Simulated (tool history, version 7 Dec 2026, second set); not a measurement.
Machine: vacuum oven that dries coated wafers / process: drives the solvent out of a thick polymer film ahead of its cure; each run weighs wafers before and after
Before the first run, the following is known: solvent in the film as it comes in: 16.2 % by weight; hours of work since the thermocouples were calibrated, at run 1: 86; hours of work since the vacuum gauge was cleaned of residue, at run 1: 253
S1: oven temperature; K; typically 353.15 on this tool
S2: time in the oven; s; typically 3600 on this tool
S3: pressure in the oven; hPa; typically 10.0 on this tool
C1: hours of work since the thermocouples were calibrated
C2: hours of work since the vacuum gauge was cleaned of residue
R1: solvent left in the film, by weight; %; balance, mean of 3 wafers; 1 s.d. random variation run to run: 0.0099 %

run,day,S1,S2,S3,C1,C2,R1
1,0.000,353.15,3600,10.0,86,253,1.552
2,1.033,353.15,3600,10.0,102,268,1.555
3,2.262,338.15,3600,10.0,120,286,4.925
4,3.271,353.15,3600,7.6,135,301,1.450
5,4.504,353.15,3600,7.6,153,319,1.463
6,5.312,353.15,3600,10.0,165,331,1.558
7,5.954,353.15,3600,10.0,174,340,1.565
8,7.021,347.15,3600,10.0,190,356,2.659
9,8.200,347.15,3600,10.0,207,374,2.670
# day 8.350: vacuum gauge cleaned of residue and calibrated
10,9.346,347.15,3600,10.0,223,15,2.678
11,10.417,347.15,3600,10.0,239,30,2.684
12,11.142,353.15,3600,10.0,250,41,1.575
13,12.229,353.15,3600,10.0,266,57,1.562
# day 12.783: vacuum gauge cleaned of residue and calibrated, once more
14,12.825,353.15,3600,22.1,274,1,1.988
15,13.821,353.15,2640,22.1,288,15,2.918
16,14.683,352.15,3420,31.9,301,28,2.711
17,15.921,352.15,3420,31.9,319,46,2.692
18,16.533,348.15,6180,10.0,328,55,0.984
19,17.788,367.15,3600,25.3,347,74,0.750
20,18.858,367.15,3600,25.3,362,90,0.753
21,19.704,353.15,5160,5.2,375,102,0.585
22,20.275,340.15,5700,11.6,383,110,2.517
23,20.871,345.15,5580,5.1,392,119,1.297
24,21.571,350.15,2220,14.7,402,129,4.029
25,22.408,350.15,2220,14.7,415,142,4.015
26,23.312,350.15,2220,14.7,428,155,4.024
27,24.429,350.15,2220,14.7,445,172,4.033
28,25.200,360.15,3600,8.0,456,183,0.648
29,25.912,353.15,3600,38.8,466,193,2.664

Some steps in R1, run to run, broken into two amounts with sign: the step expected even without the hidden condition (settings, incoming material, random variation), and the rest, left for the hidden condition together with whatever gauge scatter is not in both the measured and the hidden-condition-free result:
Hidden state present: true wafer temperature over the reading, C; true pressure over the reading, kPa; drift of the gauge itself on solvent_pct, %.
Run 3 -> 4: S1 338.15 -> 353.15, S3 10.0 -> 7.6. R1 -3.475 %: hidden state +0.034, all else -3.509.
Run 13 -> 14: S3 10.0 -> 22.1, vacuum gauge cleaned of residue and calibrated, once more. R1 +0.426 %: hidden state -0.112, all else +0.538.
Run 27 -> 28: S1 350.15 -> 360.15, S2 2220 -> 3600, S3 14.7 -> 8.0. R1 -3.385 %: hidden state +0.136, all else -3.521.
